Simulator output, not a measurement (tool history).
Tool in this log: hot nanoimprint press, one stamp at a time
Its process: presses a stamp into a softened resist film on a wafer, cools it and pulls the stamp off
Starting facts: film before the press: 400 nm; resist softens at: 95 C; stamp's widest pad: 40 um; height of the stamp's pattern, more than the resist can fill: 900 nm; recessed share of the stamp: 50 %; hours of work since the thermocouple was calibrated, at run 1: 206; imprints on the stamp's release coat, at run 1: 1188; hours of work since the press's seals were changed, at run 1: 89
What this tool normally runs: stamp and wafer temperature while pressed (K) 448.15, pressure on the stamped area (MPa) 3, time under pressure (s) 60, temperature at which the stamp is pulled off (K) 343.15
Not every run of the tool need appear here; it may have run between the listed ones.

run   hour  stamp and wafer temperature while pressed (K)  pressure on the stamped area (MPa)  time under pressure (s)  temperature at which the stamp is pulled off (K)  hours of work since the thermocouple was calibrated  imprints on the stamp's release coat  hours of work since the press's seals were changed  resist left under the stamp's widest pad (Å)  greatest force while the stamp is pulled off (N)
  1      0                                         448.15                                   3                       60                                            343.15                                                  206                                  1188                                                  89                                          1582                                             143.2
       8.5  -- stamp cleaned and given a new release coat
  2   17.8                                         448.15                                   3                       60                                            343.15                                                  213                                    44                                                  97                                          1577                                             124.6
  3     29                                         448.15                                 3.5                       60                                            343.15                                                  220                                    98                                                 104                                          1470                                               128
  4   39.2                                         448.15                                 3.5                       60                                            343.15                                                  226                                   146                                                 110                                          1467                                             126.9
  5   53.6                                         448.15                                 3.5                       60                                            343.15                                                  235                                   215                                                 119                                          1461                                             130.3
  6   64.8                                         448.15                                   3                       60                                            343.15                                                  242                                   268                                                 126                                          1571                                             129.4
  7   78.1                                         448.15                                3.35                       60                                            343.15                                                  251                                   332                                                 134                                          1500                                             129.5
  8   87.8                                         448.15                                3.35                       60                                            343.15                                                  257                                   378                                                 140                                          1491                                             130.7
  9   95.4                                         448.15                                   3                       60                                            343.15                                                  261                                   414                                                 145                                          1576                                             133.4
      99.6  -- plate thermocouple calibrated
 10  110.7                                         448.15                                   3                       60                                            343.15                                                    7                                   473                                                 152                                          1557                                             131.6
     124.9  -- plate thermocouple calibrated, once more
 11  125.7                                         448.15                                   3                       60                                            343.15                                                    0                                   530                                                 160                                          1631                                             135.2
 12  134.4                                         448.15                                   3                       60                                            343.15                                                    6                                   572                                                 165                                          1635                                             133.8
 13    143                                         448.15                                   3                       60                                            343.15                                                   11                                   613                                                 171                                          1635                                               134
 14    158                                         448.15                                   3                       60                                            343.15                                                   21                                   684                                                 180                                          1639                                             137.1
 15  170.6                                         448.15                                   3                       60                                            332.15                                                   28                                   745                                                 188                                          1630                                             150.7
 16  185.1                                         448.15                                   3                       60                                            332.15                                                   37                                   813                                                 197                                          1624                                             151.4
 17  197.5                                         444.15                                4.36                       60                                            343.15                                                   45                                   873                                                 205                                          1637                                             139.8
 18  204.2                                         444.15                                4.36                       60                                            332.15                                                   49                                   905                                                 209                                          1634                                             153.3
 19  210.6                                         444.15                                4.36                       60                                            332.15                                                   53                                   935                                                 213                                          1640                                             153.2
 20  221.5                                         445.15                                   3                       60                                            332.15                                                   60                                   987                                                 219                                          1845                                             153.5
 21  230.1                                         445.15                                2.44                       60                                            343.15                                                   65                                  1028                                                 225                                          2015                                             141.7
 22  241.4                                         445.15                                2.44                       60                                            343.15                                                   72                                  1082                                                 232                                          2023                                             142.8
 23    252                                         445.15                                2.44                       60                                            343.15                                                   79                                  1133                                                 238                                          2017                                               143
 24  258.3                                         448.15                                2.96                       66                                            348.15                                                   83                                  1163                                                 242                                          1569                                             138.5
     271.7  -- stamp cleaned and given a new release coat
 25  274.5                                         448.15                                   3                      109                                            343.15                                                   89                                    14                                                 249                                          1271                                             125.9
 26  282.1                                         449.15                                2.21                       60                                            340.15                                                   94                                    50                                                 253                                          1780                                             129.2
 27  297.2                                         456.15                                4.03                       44                                            343.15                                                  103                                   122                                                 263                                          1133                                             127.7
 28    308                                         456.15                                4.03                       44                                            343.15                                                  110                                   173                                                 269                                          1131                                             128.9
 29  319.1                                         450.15                                   2                       60                                            343.15                                                  117                                   226                                                 276                                          1796                                             126.3
 30  328.2                                         448.15                                   3                       60                                            333.15                                                  123                                   270                                                 282                                          1617                                               142
 31  339.2                                         448.15                                   3                       60                                            333.15                                                  129                                   322                                                 289                                          1625                                             142.3

What if the next run were any one of these 3? Each begins from the tool's condition after run 31:
  A   348                                         442.15                                   3                       62                                            333.15                                                  135                                   364                                                 294                                             ?                                                 ?
  B   348                                         448.15                                2.37                       52                                            333.15                                                  135                                   364                                                 294                                             ?                                                 ?
  C   348                                         460.15                                   3                       81                                            337.15                                                  135                                   364                                                 294                                             ?                                                 ?

run  resist left under the stamp's widest pad (Å)  greatest force while the stamp is pulled off (N)
  A                                          2060                                             144.7
  B                                          1896                                             142.8
  C                                           850                                             139.4
Without the tool's hidden state the same runs would have given:
run  resist left under the stamp's widest pad (Å)  greatest force while the stamp is pulled off (N)
  A                                          2073                                             139.4
  B                                          1909                                             137.6
  C                                           854                                             134.3

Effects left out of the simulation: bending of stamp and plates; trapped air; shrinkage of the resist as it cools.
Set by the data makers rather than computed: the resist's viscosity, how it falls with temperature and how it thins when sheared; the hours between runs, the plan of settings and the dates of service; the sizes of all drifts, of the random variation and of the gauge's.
